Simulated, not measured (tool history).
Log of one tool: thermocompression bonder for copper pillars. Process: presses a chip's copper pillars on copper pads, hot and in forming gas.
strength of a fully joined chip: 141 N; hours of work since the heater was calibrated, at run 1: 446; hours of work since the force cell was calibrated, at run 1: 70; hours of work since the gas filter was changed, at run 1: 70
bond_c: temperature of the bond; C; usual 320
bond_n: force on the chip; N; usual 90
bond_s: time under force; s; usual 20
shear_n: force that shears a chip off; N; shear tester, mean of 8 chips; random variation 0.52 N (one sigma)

run,day,bond_c,bond_n,bond_s,hours of work since the heater was calibrated,hours of work since the force cell was calibrated,hours of work since the gas filter was changed,shear_n
1,0,320,90,20,446,70,70,74.6
2,3.546,320,90,20,508,133,133,72.8
# day 6.892: forming gas filter changed
3,7.054,320,90,14,570,195,3,65.6
4,9.867,302,90,20,620,245,53,58.9
5,12.125,302,90,20,660,285,93,58.2
6,15.721,302,90,20,724,349,156,57.4
# day 17.638: forming gas filter changed
7,19.283,302,90,20,787,411,29,57.8
8,22.083,302,90,20,836,461,79,57
9,24.671,302,90,20,882,507,125,56.4
10,27.488,342,90,20,932,557,175,87
# day 28.396: forming gas filter changed
11,29.271,342,90,20,963,588,15,89.6
12,30.742,342,90,20,989,614,42,87.8
13,33.821,342,90,20,1044,669,96,87.1
14,37.279,342,90,20,1105,730,157,84.8
# day 37.612: heater calibrated with a thermocouple chip
# day 39.346: forming gas filter changed
15,41,342,90,20,60,794,29,98.8
16,43.146,342,90,20,98,832,67,96
17,44.9,342,90,20,129,863,98,97.5
18,47.692,342,90,20,178,913,148,95.3
# day 49.95: forming gas filter changed
19,50.6,342,90,20,229,964,12,97.3
20,53.812,342,90,20,286,1021,68,96
21,56.721,320,90,20,338,1072,120,76.9
22,59.2,320,64,20,382,1116,164,66
# day 60.558: forming gas filter changed
23,61.408,320,64,20,421,1155,15,67.9
24,63.583,305,77,41,459,1194,54,78.5
# day 65.079: force cell calibrated
25,65.962,349,73,57,500,16,95,116.2
26,69.458,334,73,57,562,78,157,105.2
# day 71.425: forming gas filter changed
27,71.812,311,57,20,603,119,7,55.6
28,74.675,311,57,20,654,170,58,54.5
29,77.604,325,82,42,706,222,110,91.9
30,80.367,320,90,21,755,271,158,72.9
# day 82.212: forming gas filter changed
31,83.558,335,73,15,811,327,24,71.4
32,86.558,335,73,15,864,380,77,70.5
33,89.908,335,73,15,924,439,136,69.9
# day 92.929: forming gas filter changed
34,92.933,335,73,15,977,492,0,71.1
35,95.088,321,73,41,1015,531,38,83.6
36,97.483,326,73,41,1058,573,81,85.9
# day 100.271: heater calibrated with a thermocouple chip
37,100.312,326,73,41,1,622,129,94.8
38,101.938,298,62,49,30,651,158,71.5
# day 103.75: forming gas filter changed
39,104.3,311,132,12,71,692,10,73

Some steps in shear_n between neighbouring runs. How much of each would the tool show without its hidden state too (settings, what came in, random variation), and how much is left for the hidden state, with any gauge scatter that isn't in both results?
The hidden state here: true temperature of the bond over the reading, C; force that reaches the chip, % of what is set; oxide that the forming gas leaves, % of the face; drift of the gauge itself on shear_n, %.
Run 14 -> 15: heater calibrated with a thermocouple chip, forming gas filter changed. shear_n +14 N: hidden state +13.2, all else +0.8.
Run 24 -> 25: bond_c 305 -> 349, bond_n 77 -> 73, bond_s 41 -> 57, force cell calibrated. shear_n +37.7 N: hidden state -1.5, all else +39.2.
Run 26 -> 27: bond_c 334 -> 311, bond_n 73 -> 57, bond_s 57 -> 20, forming gas filter changed. shear_n -49.6 N: hidden state +2.7, all else -52.3.
Run 28 -> 29: bond_c 311 -> 325, bond_n 57 -> 82, bond_s 20 -> 42. shear_n +37.4 N: hidden state -2.3, all else +39.7.
Run 36 -> 37: heater calibrated with a thermocouple chip. shear_n +8.9 N: hidden state +8.7, all else +0.2.
